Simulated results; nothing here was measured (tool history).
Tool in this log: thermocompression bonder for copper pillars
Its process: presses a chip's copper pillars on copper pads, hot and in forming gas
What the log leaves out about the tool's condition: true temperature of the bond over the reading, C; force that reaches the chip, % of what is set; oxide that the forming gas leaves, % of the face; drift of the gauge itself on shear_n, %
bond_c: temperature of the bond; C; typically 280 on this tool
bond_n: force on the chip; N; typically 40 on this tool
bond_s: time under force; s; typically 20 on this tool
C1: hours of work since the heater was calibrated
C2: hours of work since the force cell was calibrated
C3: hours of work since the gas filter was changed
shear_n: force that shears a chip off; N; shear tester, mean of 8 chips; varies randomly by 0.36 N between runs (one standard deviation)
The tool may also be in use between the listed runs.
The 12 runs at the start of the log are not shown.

run 13 day=32.054 | bond_c=280 bond_n=40 bond_s=20 | C1=576 C2=770 C3=174 | shear_n=35.4
run 14 day=35.204 | bond_c=280 bond_n=40 bond_s=20 | C1=607 C2=802 C3=206 | shear_n=35.2
-- day=36.092 forming gas filter changed
run 15 day=37.112 | bond_c=280 bond_n=40 bond_s=20 | C1=626 C2=821 C3=10 | shear_n=37.1
-- day=37.450 heater calibrated with a thermocouple chip
run 16 day=39.383 | bond_c=280 bond_n=40 bond_s=20 | C1=19 C2=842 C3=32 | shear_n=38.4
run 17 day=41.696 | bond_c=280 bond_n=25 bond_s=20 | C1=43 C2=866 C3=55 | shear_n=23.7
-- day=42.788 force cell calibrated
run 18 day=45.417 | bond_c=280 bond_n=40 bond_s=20 | C1=79 C2=26 C3=92 | shear_n=36.7
run 19 day=48.271 | bond_c=280 bond_n=40 bond_s=20 | C1=108 C2=55 C3=121 | shear_n=35.7
-- day=49.838 heater calibrated with a thermocouple chip, once more
run 20 day=51.479 | bond_c=267 bond_n=30 bond_s=12 | C1=16 C2=86 C3=152 | shear_n=14.7
run 21 day=53.962 | bond_c=280 bond_n=36 bond_s=11 | C1=41 C2=111 C3=177 | shear_n=23.8
run 22 day=57.071 | bond_c=256 bond_n=52 bond_s=10 | C1=73 C2=143 C3=208 | shear_n=21.2
-- day=57.604 forming gas filter changed
run 23 day=60.425 | bond_c=272 bond_n=44 bond_s=20 | C1=106 C2=176 C3=28 | shear_n=33.5
run 24 day=63.908 | bond_c=272 bond_n=44 bond_s=20 | C1=141 C2=211 C3=63 | shear_n=34.1
run 25 day=65.904 | bond_c=277 bond_n=51 bond_s=35 | C1=161 C2=231 C3=83 | shear_n=51.3
run 26 day=69.683 | bond_c=278 bond_n=59 bond_s=48 | C1=199 C2=269 C3=121 | shear_n=61.6
run 27 day=71.471 | bond_c=291 bond_n=25 bond_s=37 | C1=217 C2=287 C3=139 | shear_n=32.0
run 28 day=75.017 | bond_c=291 bond_n=25 bond_s=37 | C1=253 C2=323 C3=175 | shear_n=32.8
run 29 day=78.550 | bond_c=291 bond_n=25 bond_s=52 | C1=288 C2=358 C3=210 | shear_n=36.9
-- day=79.033 forming gas filter changed
run 30 day=82.008 | bond_c=280 bond_n=56 bond_s=20 | C1=323 C2=393 C3=30 | shear_n=49.3
run 31 day=85.083 | bond_c=280 bond_n=56 bond_s=20 | C1=354 C2=424 C3=61 | shear_n=49.3
run 32 day=88.242 | bond_c=279 bond_n=38 bond_s=18 | C1=385 C2=455 C3=92 | shear_n=32.6
run 33 day=90.204 | bond_c=280 bond_n=33 bond_s=16 | C1=405 C2=475 C3=112 | shear_n=26.8
run 34 day=93.908 | bond_c=265 bond_n=39 bond_s=20 | C1=442 C2=512 C3=149 | shear_n=27.6
run 35 day=96.892 | bond_c=280 bond_n=40 bond_s=20 | C1=472 C2=542 C3=179 | shear_n=35.2
run 36 day=99.404 | bond_c=280 bond_n=40 bond_s=20 | C1=498 C2=568 C3=205 | shear_n=35.6
-- day=100.338 forming gas filter changed
run 37 day=101.125 | bond_c=280 bond_n=40 bond_s=20 | C1=515 C2=585 C3=8 | shear_n=38.5

Alternative continuations, all from the tool just after run 37; predict every row:
run A day=103.000 | bond_c=288 bond_n=40 bond_s=11 | C1=534 C2=604 C3=27 | shear_n=?
run B day=103.000 | bond_c=280 bond_n=41 bond_s=37 | C1=534 C2=604 C3=27 | shear_n=?
run C day=103.000 | bond_c=280 bond_n=40 bond_s=22 | C1=534 C2=604 C3=27 | shear_n=?
run D day=103.000 | bond_c=265 bond_n=41 bond_s=20 | C1=534 C2=604 C3=27 | shear_n=?

run=A shear_n=34.3
run=B shear_n=48.0
run=C shear_n=39.1
run=D shear_n=29.8
With no hidden state in the tool, these same runs would have given:
run=A shear_n=30.8
run=B shear_n=43.8
run=C shear_n=35.2
run=D shear_n=26.4
